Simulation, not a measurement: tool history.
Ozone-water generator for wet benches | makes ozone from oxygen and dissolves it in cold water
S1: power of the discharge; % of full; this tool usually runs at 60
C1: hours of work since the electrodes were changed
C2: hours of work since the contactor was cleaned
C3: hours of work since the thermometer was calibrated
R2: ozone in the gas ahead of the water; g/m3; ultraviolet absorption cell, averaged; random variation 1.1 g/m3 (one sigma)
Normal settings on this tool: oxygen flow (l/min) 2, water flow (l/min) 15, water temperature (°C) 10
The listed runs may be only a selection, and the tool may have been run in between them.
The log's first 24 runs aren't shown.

run 25 day=38.888 | S1=77 oxygen_flow_(l/min)=1.39 water_flow_(l/min)=11 water_temperature_(°C)=7 | C1=748 C2=410 C3=2340 | dissolved_ozone_(ppm)=26.5 R2=284.6
run 26 day=39.871 | S1=77 oxygen_flow_(l/min)=1.39 water_flow_(l/min)=11 water_temperature_(°C)=7 | C1=764 C2=425 C3=2356 | dissolved_ozone_(ppm)=26.3 R2=285.9
run 27 day=42.071 | S1=77 oxygen_flow_(l/min)=1.39 water_flow_(l/min)=11 water_temperature_(°C)=15 | C1=799 C2=460 C3=2390 | dissolved_ozone_(ppm)=24.5 R2=286.2
run 28 day=44.079 | S1=60 oxygen_flow_(l/min)=1.13 water_flow_(l/min)=16 water_temperature_(°C)=6 | C1=830 C2=492 C3=2422 | dissolved_ozone_(ppm)=13.8 R2=263.6
run 29 day=44.996 | S1=60 oxygen_flow_(l/min)=1.13 water_flow_(l/min)=16 water_temperature_(°C)=6 | C1=845 C2=506 C3=2436 | dissolved_ozone_(ppm)=14.1 R2=264.8
run 30 day=46.621 | S1=60 oxygen_flow_(l/min)=1.13 water_flow_(l/min)=16 water_temperature_(°C)=6 | C1=870 C2=532 C3=2462 | dissolved_ozone_(ppm)=14.2 R2=263
run 31 day=48.271 | S1=60 oxygen_flow_(l/min)=1.13 water_flow_(l/min)=16 water_temperature_(°C)=6 | C1=896 C2=558 C3=2488 | dissolved_ozone_(ppm)=14.1 R2=263.4
run 32 day=49.575 | S1=60 oxygen_flow_(l/min)=1.13 water_flow_(l/min)=16 water_temperature_(°C)=6 | C1=917 C2=578 C3=2509 | dissolved_ozone_(ppm)=14 R2=260.1
run 33 day=51.283 | S1=60 oxygen_flow_(l/min)=1.01 water_flow_(l/min)=14 water_temperature_(°C)=14 | C1=944 C2=605 C3=2536 | dissolved_ozone_(ppm)=15.1 R2=281.1
run 34 day=52.562 | S1=60 oxygen_flow_(l/min)=3.14 water_flow_(l/min)=15 water_temperature_(°C)=9 | C1=964 C2=625 C3=2556 | dissolved_ozone_(ppm)=18 R2=146.3

Branching from run 34: 3 alternative next runs. What would each branch give?
run A day=54.475 | S1=91 oxygen_flow_(l/min)=3.14 water_flow_(l/min)=15 water_temperature_(°C)=9 | C1=994 C2=655 C3=2586 | dissolved_ozone_(ppm)=? R2=?
run B day=54.475 | S1=60 oxygen_flow_(l/min)=2.66 water_flow_(l/min)=15 water_temperature_(°C)=16 | C1=994 C2=655 C3=2586 | dissolved_ozone_(ppm)=? R2=?
run C day=54.475 | S1=54 oxygen_flow_(l/min)=2 water_flow_(l/min)=15 water_temperature_(°C)=11 | C1=994 C2=655 C3=2586 | dissolved_ozone_(ppm)=? R2=?

run=A dissolved_ozone_(ppm)=25.1 R2=205.6
run=B dissolved_ozone_(ppm)=16.6 R2=159.3
run=C dissolved_ozone_(ppm)=15.4 R2=175.1
Stripped of hidden state, with their random variation kept, the same runs would have yielded:
run=A dissolved_ozone_(ppm)=25.1 R2=210.9
run=B dissolved_ozone_(ppm)=16.6 R2=163.3
run=C dissolved_ozone_(ppm)=15.4 R2=179.6

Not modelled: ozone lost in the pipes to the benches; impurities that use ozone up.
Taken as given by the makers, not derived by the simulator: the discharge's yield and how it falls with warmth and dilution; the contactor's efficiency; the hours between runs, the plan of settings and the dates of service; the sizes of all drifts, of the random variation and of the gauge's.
